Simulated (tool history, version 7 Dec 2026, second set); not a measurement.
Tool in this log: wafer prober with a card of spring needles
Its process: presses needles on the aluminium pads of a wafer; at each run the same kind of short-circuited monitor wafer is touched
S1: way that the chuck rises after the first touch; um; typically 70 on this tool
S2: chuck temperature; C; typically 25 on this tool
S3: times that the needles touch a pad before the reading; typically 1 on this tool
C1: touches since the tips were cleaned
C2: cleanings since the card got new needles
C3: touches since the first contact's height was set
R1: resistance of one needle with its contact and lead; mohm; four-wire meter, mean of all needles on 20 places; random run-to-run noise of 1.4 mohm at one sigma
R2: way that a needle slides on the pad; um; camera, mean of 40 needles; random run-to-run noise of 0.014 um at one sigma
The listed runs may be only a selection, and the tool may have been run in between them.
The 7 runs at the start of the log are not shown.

{"run": 8, "day": 4.5, "S1": 73, "S2": 25, "S3": 1, "C1": 3468, "C2": 26, "C3": 210073, "R1": 140, "R2": 14.24}
{"day": 5.117, "done": "tips cleaned on abrasive film"}
{"run": 9, "day": 5.388, "S1": 70, "S2": 25, "S3": 1, "C1": 1902, "C2": 27, "C3": 216274, "R1": 136, "R2": 13.59}
{"run": 10, "day": 5.817, "S1": 70, "S2": 25, "S3": 1, "C1": 4909, "C2": 27, "C3": 219281, "R1": 148, "R2": 13.61}
{"day": 6.196, "done": "tips cleaned on abrasive film"}
{"run": 11, "day": 6.746, "S1": 70, "S2": 81, "S3": 1, "C1": 3865, "C2": 28, "C3": 225747, "R1": 152, "R2": 13.59}
{"day": 7.288, "done": "tips cleaned on abrasive film"}
{"run": 12, "day": 7.454, "S1": 57, "S2": 25, "S3": 1, "C1": 1166, "C2": 29, "C3": 230681, "R1": 139, "R2": 10.99}
{"run": 13, "day": 7.917, "S1": 57, "S2": 25, "S3": 1, "C1": 4401, "C2": 29, "C3": 233916, "R1": 161, "R2": 11}
{"day": 8.379, "done": "tips cleaned on abrasive film"}
{"run": 14, "day": 8.867, "S1": 70, "S2": 25, "S3": 1, "C1": 3426, "C2": 30, "C3": 240523, "R1": 148, "R2": 13.57}
{"day": 8.946, "done": "height of the first contact set anew"}
{"day": 9.45, "done": "tips cleaned on abrasive film"}
{"run": 15, "day": 9.45, "S1": 69, "S2": 25, "S3": 1, "C1": 0, "C2": 31, "C3": 3472, "R1": 124, "R2": 13.74}
{"run": 16, "day": 10.062, "S1": 69, "S2": 25, "S3": 1, "C1": 4292, "C2": 31, "C3": 7764, "R1": 143, "R2": 13.71}
{"day": 10.55, "done": "tips cleaned on abrasive film"}
{"run": 17, "day": 11.038, "S1": 69, "S2": 25, "S3": 1, "C1": 3395, "C2": 32, "C3": 14557, "R1": 145, "R2": 13.73}
{"run": 18, "day": 11.538, "S1": 53, "S2": 45, "S3": 1, "C1": 6893, "C2": 32, "C3": 18055, "R1": 178, "R2": 10.54}
{"day": 11.662, "done": "tips cleaned on abrasive film"}
{"run": 19, "day": 12.133, "S1": 67, "S2": 74, "S3": 2, "C1": 3286, "C2": 33, "C3": 22191, "R1": 142, "R2": 13.28}
{"day": 12.767, "done": "tips cleaned on abrasive film"}
{"run": 20, "day": 13.033, "S1": 63, "S2": 37, "S3": 3, "C1": 1869, "C2": 34, "C3": 28459, "R1": 131, "R2": 12.51}
{"day": 13.838, "done": "tips cleaned on abrasive film"}
{"run": 21, "day": 14.046, "S1": 58, "S2": 25, "S3": 3, "C1": 1443, "C2": 35, "C3": 35525, "R1": 129, "R2": 11.51}
{"run": 22, "day": 14.783, "S1": 58, "S2": 25, "S3": 3, "C1": 6615, "C2": 35, "C3": 40697, "R1": 141, "R2": 11.49}
{"day": 14.933, "done": "tips cleaned on abrasive film"}
{"run": 23, "day": 15.354, "S1": 55, "S2": 25, "S3": 3, "C1": 2943, "C2": 36, "C3": 44642, "R1": 134, "R2": 10.89}
{"run": 24, "day": 15.95, "S1": 70, "S2": 52, "S3": 1, "C1": 7133, "C2": 36, "C3": 48832, "R1": 159, "R2": 13.91}
{"day": 16.05, "done": "tips cleaned on abrasive film"}
{"run": 25, "day": 16.625, "S1": 70, "S2": 52, "S3": 1, "C1": 4018, "C2": 37, "C3": 53505, "R1": 148, "R2": 13.89}
{"day": 17.138, "done": "tips cleaned on abrasive film"}
{"run": 26, "day": 17.367, "S1": 53, "S2": 82, "S3": 2, "C1": 1598, "C2": 38, "C3": 58672, "R1": 146, "R2": 10.49}
{"run": 27, "day": 17.912, "S1": 53, "S2": 82, "S3": 2, "C1": 5426, "C2": 38, "C3": 62500, "R1": 158, "R2": 10.48}
{"day": 18.246, "done": "tips cleaned on abrasive film"}
{"run": 28, "day": 18.4, "S1": 53, "S2": 44, "S3": 2, "C1": 1072, "C2": 39, "C3": 65873, "R1": 134, "R2": 10.49}
{"run": 29, "day": 19.108, "S1": 65, "S2": 62, "S3": 1, "C1": 6019, "C2": 39, "C3": 70820, "R1": 163, "R2": 12.86}
{"day": 19.338, "done": "tips cleaned on abrasive film"}
{"run": 30, "day": 20.092, "S1": 50, "S2": 50, "S3": 2, "C1": 5269, "C2": 40, "C3": 77675, "R1": 160, "R2": 9.86}
{"day": 20.442, "done": "tips cleaned on abrasive film"}
{"run": 31, "day": 20.946, "S1": 70, "S2": 98, "S3": 1, "C1": 3528, "C2": 41, "C3": 83641, "R1": 151, "R2": 13.82}
{"day": 21.517, "done": "tips cleaned on abrasive film"}
{"run": 32, "day": 21.704, "S1": 70, "S2": 25, "S3": 1, "C1": 1317, "C2": 42, "C3": 88908, "R1": 130, "R2": 13.84}

5 options for the next run, each taken on its own from the tool as it stands now. Forecast them:
{"run": "A", "day": 22.342, "S1": 56, "S2": 83, "S3": 1, "C1": 5770, "C2": 42, "C3": 93361, "R1": "?", "R2": "?"}
{"run": "B", "day": 22.342, "S1": 78, "S2": 79, "S3": 2, "C1": 5770, "C2": 42, "C3": 93361, "R1": "?", "R2": "?"}
{"run": "C", "day": 22.342, "S1": 84, "S2": 47, "S3": 2, "C1": 5770, "C2": 42, "C3": 93361, "R1": "?", "R2": "?"}
{"run": "D", "day": 22.342, "S1": 67, "S2": 86, "S3": 1, "C1": 5770, "C2": 42, "C3": 93361, "R1": "?", "R2": "?"}
{"run": "E", "day": 22.342, "S1": 70, "S2": 108, "S3": 2, "C1": 5770, "C2": 42, "C3": 93361, "R1": "?", "R2": "?"}

run=A R1=173 R2=11.05
run=B R1=141 R2=15.44
run=C R1=138 R2=16.6
run=D R1=158 R2=13.25
run=E R1=149 R2=13.83
What these runs would have given with no unlogged condition in the tool:
run=A R1=129 R2=11.16
run=B R1=126 R2=15.56
run=C R1=124 R2=16.71
run=D R1=126 R2=13.36
run=E R1=131 R2=13.95
